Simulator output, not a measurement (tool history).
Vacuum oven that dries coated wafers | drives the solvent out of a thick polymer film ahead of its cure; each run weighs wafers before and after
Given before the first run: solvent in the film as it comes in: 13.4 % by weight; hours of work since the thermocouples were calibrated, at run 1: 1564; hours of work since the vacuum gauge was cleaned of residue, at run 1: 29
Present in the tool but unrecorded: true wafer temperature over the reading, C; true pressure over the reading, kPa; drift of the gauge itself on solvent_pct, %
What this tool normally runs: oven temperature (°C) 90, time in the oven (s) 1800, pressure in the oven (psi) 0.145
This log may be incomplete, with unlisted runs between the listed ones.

run    day  oven temperature (°C)  time in the oven (s)  pressure in the oven (psi)  hours of work since the thermocouples were calibrated  hours of work since the vacuum gauge was cleaned of residue  solvent left in the film (%)
  1  0.000                     90                  1800                       0.145                                                   1564                                                           29                          0.69
  2  0.354                     90                  1800                       0.145                                                   1569                                                           34                          0.70
  3  0.933                     90                  1800                       0.145                                                   1578                                                           43                          0.72
  4  1.417                     90                  1800                       0.145                                                   1586                                                           51                          0.71
  5  1.938                     90                  1800                       0.145                                                   1594                                                           59                          0.71
  6  2.200                     90                  1800                       0.429                                                   1598                                                           63                          1.40
  7  2.704                     90                  1800                       0.096                                                   1606                                                           71                          0.59
  8  2.954                     76                  1800                       0.096                                                   1610                                                           75                          2.13
  9  3.558                     78                  1800                       0.197                                                   1619                                                           84                          2.18
 10  3.946                     78                  1800                       0.197                                                   1625                                                           90                          2.18
 11  4.488                     92                  1020                       0.126                                                   1634                                                           99                          1.57
 12  4.738                     85                  1080                       0.280                                                   1638                                                          103                          2.78
 13  5.067                     85                  1080                       0.280                                                   1643                                                          108                          2.80
 14  5.496                     99                  1800                       0.131                                                   1649                                                          114                          0.32
 15  5.829                     90                  1740                       0.276                                                   1655                                                          120                          1.04

Here are 4 independent what-if runs from the current tool condition. What would each one return?
  A  6.158                     90                  2040                       0.276                                                   1660                                                          125                             ?
  B  6.158                     90                  2760                       0.276                                                   1660                                                          125                             ?
  C  6.158                     96                  2760                       0.267                                                   1660                                                          125                             ?
  D  6.158                     90                  1020                       0.426                                                   1660                                                          125                             ?

run  solvent left in the film (%)
  A                          0.91
  B                          0.74
  C                          0.55
  D                          2.50
Take away the tool's hidden state, keep each run's random variation, and the runs would have read:
run  solvent left in the film (%)
  A                          1.13
  B                          0.88
  C                          0.62
  D                          3.03

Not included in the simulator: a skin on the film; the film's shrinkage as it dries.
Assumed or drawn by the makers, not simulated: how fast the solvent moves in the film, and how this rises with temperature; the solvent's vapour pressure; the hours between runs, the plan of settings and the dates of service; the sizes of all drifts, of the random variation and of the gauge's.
